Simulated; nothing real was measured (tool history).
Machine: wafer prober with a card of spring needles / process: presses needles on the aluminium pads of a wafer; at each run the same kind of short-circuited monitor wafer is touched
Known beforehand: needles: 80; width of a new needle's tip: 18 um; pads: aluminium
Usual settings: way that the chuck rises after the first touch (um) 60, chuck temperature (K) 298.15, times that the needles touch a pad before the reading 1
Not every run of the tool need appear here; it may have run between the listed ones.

run	day	way that the chuck rises after the first touch (um)	chuck temperature (K)	times that the needles touch a pad before the reading	resistance of one needle with its contact and lead (mohm)	way that a needle slides on the pad (um)
1	0	60	298.15	1	138	8.82
2	0.179	62	298.15	1	158	9.13
# day 0.321: tips cleaned on abrasive film
3	0.546	60	298.15	2	184	8.69
# day 0.675: tips cleaned on abrasive film
4	0.729	60	298.15	2	131	8.57
5	1.025	60	298.15	2	158	8.68
# day 1.062: tips cleaned on abrasive film
6	1.392	60	317.15	1	177	8.7
# day 1.446: tips cleaned on abrasive film
# day 1.529: tips cleaned on abrasive film, once more
7	1.688	60	324.15	1	153	8.5
# day 1.912: tips cleaned on abrasive film
8	2.092	60	298.15	3	136	8.51
# day 2.275: tips cleaned on abrasive film
9	2.342	60	298.15	3	126	8.55
10	2.512	60	298.15	1	168	8.52
# day 2.658: tips cleaned on abrasive film
11	2.762	60	299.15	1	144	8.46
# day 3.029: tips cleaned on abrasive film
12	3.071	44	298.15	1	156	5.98
13	3.246	60	298.15	1	167	8.41
# day 3.404: tips cleaned on abrasive film
14	3.612	60	305.15	1	165	8.48
# day 3.796: tips cleaned on abrasive film
15	3.975	52	317.15	2	156	7.33
# day 4.175: tips cleaned on abrasive film
16	4.371	61	317.15	2	148	8.66
# day 4.55: tips cleaned on abrasive film
17	4.567	61	317.15	2	130	8.61
# day 4.908: tips cleaned on abrasive film
18	4.958	59	370.15	2	142	8.31
# day 5.283: tips cleaned on abrasive film
19	5.362	59	370.15	2	145	8.41
20	5.596	71	324.15	1	161	10.16
# day 5.642: tips cleaned on abrasive film
21	5.975	63	309.15	1	177	8.8
# day 6: tips cleaned on abrasive film
22	6.317	65	339.15	1	173	9.18
# day 6.371: tips cleaned on abrasive film
# day 6.729: tips cleaned on abrasive film
23	6.729	65	351.15	2	131	9.14
24	7.017	65	351.15	2	159	9.24

Here are 4 independent what-if runs from the current tool condition. What would each one return?
# day 7.104: tips cleaned on abrasive film
# day 7.133: height of the first contact set anew
A	7.304	73	379.15	3	?	?
# day 7.104: tips cleaned on abrasive film
# day 7.133: height of the first contact set anew
B	7.304	65	331.15	2	?	?
# day 7.104: tips cleaned on abrasive film
# day 7.133: height of the first contact set anew
C	7.304	65	386.15	2	?	?
# day 7.104: tips cleaned on abrasive film
# day 7.133: height of the first contact set anew
D	7.304	44	300.15	2	?	?

run	resistance of one needle with its contact and lead (mohm)	way that a needle slides on the pad (um)
A	138	11.23
B	139	9.9
C	148	9.96
D	158	6.66
Take away the tool's hidden state, keep each run's random variation, and the runs would have read:
run	resistance of one needle with its contact and lead (mohm)	way that a needle slides on the pad (um)
A	130	11.23
B	123	9.9
C	133	9.96
D	125	6.66

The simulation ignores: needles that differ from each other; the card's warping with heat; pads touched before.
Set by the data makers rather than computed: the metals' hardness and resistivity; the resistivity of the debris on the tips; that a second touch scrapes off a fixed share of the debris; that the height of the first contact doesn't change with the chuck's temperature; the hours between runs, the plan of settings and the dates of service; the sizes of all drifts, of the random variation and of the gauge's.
